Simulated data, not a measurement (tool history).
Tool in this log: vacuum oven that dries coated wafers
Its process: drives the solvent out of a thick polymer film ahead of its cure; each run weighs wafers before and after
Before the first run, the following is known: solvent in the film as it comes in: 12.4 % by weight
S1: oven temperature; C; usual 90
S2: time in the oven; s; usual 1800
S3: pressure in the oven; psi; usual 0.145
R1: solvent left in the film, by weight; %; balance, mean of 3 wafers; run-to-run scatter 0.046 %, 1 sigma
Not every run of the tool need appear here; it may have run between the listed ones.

| run | hour | S1 | S2 | S3 | R1 |
|---|---|---|---|---|---|
| 1 | 0.0 | 90 | 1800 | 0.145 | 1.90 |
| 2 | 31.0 | 90 | 1800 | 0.145 | 1.88 |
| 3 | 55.5 | 90 | 1800 | 0.145 | 1.80 |
| 4 | 79.2 | 90 | 1800 | 0.145 | 1.95 |
| 5 | 100.5 | 90 | 1800 | 0.145 | 1.82 |
|  | 104.8 | vacuum gauge cleaned of residue and calibrated |
| 6 | 120.8 | 90 | 2640 | 0.145 | 0.97 |
| 7 | 139.8 | 90 | 2640 | 0.145 | 1.04 |
| 8 | 170.6 | 90 | 2640 | 0.145 | 0.94 |
|  | 178.5 | vacuum gauge cleaned of residue and calibrated, once more |
| 9 | 201.1 | 90 | 2640 | 0.145 | 1.02 |
| 10 | 246.2 | 90 | 2640 | 0.145 | 0.95 |

Forecast each of these 3 alternatives for the next run:
| A | 279.0 | 95 | 2820 | 0.305 | ? |
| B | 279.0 | 104 | 2580 | 0.149 | ? |
| C | 279.0 | 101 | 1440 | 0.495 | ? |

| run | R1 |
|---|---|
| A | 0.79 |
| B | 0.28 |
| C | 1.55 |
Had the tool no hidden state, the same runs would have come out as:
| run | R1 |
|---|---|
| A | 0.73 |
| B | 0.26 |
| C | 1.45 |
